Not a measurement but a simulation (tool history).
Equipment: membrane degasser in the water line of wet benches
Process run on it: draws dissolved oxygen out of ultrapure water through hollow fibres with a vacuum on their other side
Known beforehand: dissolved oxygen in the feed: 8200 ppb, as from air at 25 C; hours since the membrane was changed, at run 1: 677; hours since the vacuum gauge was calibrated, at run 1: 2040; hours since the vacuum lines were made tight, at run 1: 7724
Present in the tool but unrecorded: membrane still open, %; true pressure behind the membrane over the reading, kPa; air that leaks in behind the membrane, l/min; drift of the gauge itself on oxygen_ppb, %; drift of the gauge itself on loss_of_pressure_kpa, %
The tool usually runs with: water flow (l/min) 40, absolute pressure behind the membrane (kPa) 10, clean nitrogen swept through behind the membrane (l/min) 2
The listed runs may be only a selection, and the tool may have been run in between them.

| run | day | water flow (l/min) | absolute pressure behind the membrane (kPa) | clean nitrogen swept through behind the membrane (l/min) | hours since the membrane was changed | hours since the vacuum gauge was calibrated | hours since the vacuum lines were made tight | dissolved oxygen in the water behind the degasser (ppb) | pressure that the water loses in the fibres (kPa) |
|---|---|---|---|---|---|---|---|---|---|
| 1 | 0 | 40 | 10 | 2 | 677 | 2040 | 7724 | 298.3 | 54.89 |
| 2 | 1.325 | 40 | 10 | 2 | 709 | 2072 | 7756 | 297.3 | 55.08 |
| 3 | 3.196 | 40 | 18.3 | 2 | 754 | 2116 | 7800 | 633.3 | 54.81 |
| 4 | 5.854 | 40 | 18.3 | 2 | 817 | 2180 | 7864 | 635 | 54.66 |
| 5 | 8.633 | 40 | 18.3 | 1.8 | 884 | 2247 | 7931 | 689.5 | 54.76 |
| 6 | 10.438 | 40 | 10 | 2 | 927 | 2290 | 7974 | 298.3 | 54.72 |
| 7 | 11.658 | 40 | 10 | 2 | 957 | 2319 | 8004 | 298.7 | 54.87 |
| 8 | 13.479 | 40 | 10 | 2 | 1000 | 2363 | 8047 | 299.3 | 54.9 |
|  | 14.262 | seals of the vacuum lines changed |
| 9 | 16.05 | 25 | 10 | 2 | 1060 | 2423 | 43 | 194.7 | 34.5 |
| 10 | 18.304 | 40 | 10 | 2 | 1114 | 2477 | 97 | 296.8 | 54.68 |
| 11 | 19.521 | 40 | 10 | 2 | 1143 | 2506 | 126 | 297.7 | 55.07 |
| 12 | 20.9 | 40 | 10 | 2 | 1177 | 2539 | 159 | 297.8 | 54.74 |
| 13 | 22.538 | 39 | 10 | 4.03 | 1216 | 2579 | 199 | 156.4 | 53.47 |
| 14 | 25.321 | 39 | 10 | 4.03 | 1283 | 2645 | 265 | 155.9 | 53.99 |
| 15 | 26.738 | 40 | 10 | 1.96 | 1317 | 2679 | 299 | 302.8 | 55.2 |
| 16 | 29.15 | 40 | 10 | 1.47 | 1375 | 2737 | 357 | 386 | 55.08 |
|  | 29.383 | vacuum gauge calibrated |
| 17 | 30.358 | 54 | 7.3 | 1.47 | 1403 | 23 | 386 | 309.4 | 74.36 |
| 18 | 31.983 | 24 | 9.4 | 5.33 | 1442 | 62 | 425 | 68.9 | 32.84 |
| 19 | 34.558 | 24 | 9.4 | 5.33 | 1504 | 124 | 487 | 69.1 | 33.3 |
| 20 | 36.342 | 48 | 18.2 | 3.07 | 1547 | 167 | 529 | 512.3 | 66.38 |
|  | 36.879 | vacuum gauge calibrated, once more |
| 21 | 39.088 | 41 | 6.1 | 3.33 | 1612 | 53 | 595 | 85.4 | 56.57 |
| 22 | 40.367 | 41 | 6.1 | 3.33 | 1643 | 84 | 625 | 85.1 | 56.57 |
| 23 | 41.517 | 56 | 11.5 | 0.99 | 1670 | 111 | 653 | 810.4 | 77.13 |

A few steps of dissolved oxygen in the water behind the degasser (ppb) between consecutive runs. Split each: what settings, incoming material and random variation would produce without the hidden state, and what is left over for the hidden state, along with gauge scatter present in only one of the two compared results (measured, and without hidden state):
Run 16 -> 17: water flow (l/min) 40 -> 54, absolute pressure behind the membrane (kPa) 10 -> 7.3, vacuum gauge calibrated. dissolved oxygen in the water behind the degasser (ppb) -76.6: hidden state +2.8, all else -79.4.
Run 17 -> 18: water flow (l/min) 54 -> 24, absolute pressure behind the membrane (kPa) 7.3 -> 9.4, clean nitrogen swept through behind the membrane (l/min) 1.47 -> 5.33. dissolved oxygen in the water behind the degasser (ppb) -240.5: hidden state -5.1, all else -235.4.
Run 19 -> 20: water flow (l/min) 24 -> 48, absolute pressure behind the membrane (kPa) 9.4 -> 18.2, clean nitrogen swept through behind the membrane (l/min) 5.33 -> 3.07. dissolved oxygen in the water behind the degasser (ppb) +443.2: hidden state +2, all else +441.2.
Run 22 -> 23: water flow (l/min) 41 -> 56, absolute pressure behind the membrane (kPa) 6.1 -> 11.5, clean nitrogen swept through behind the membrane (l/min) 3.33 -> 0.99. dissolved oxygen in the water behind the degasser (ppb) +725.3: hidden state +1.1, all else +724.2.
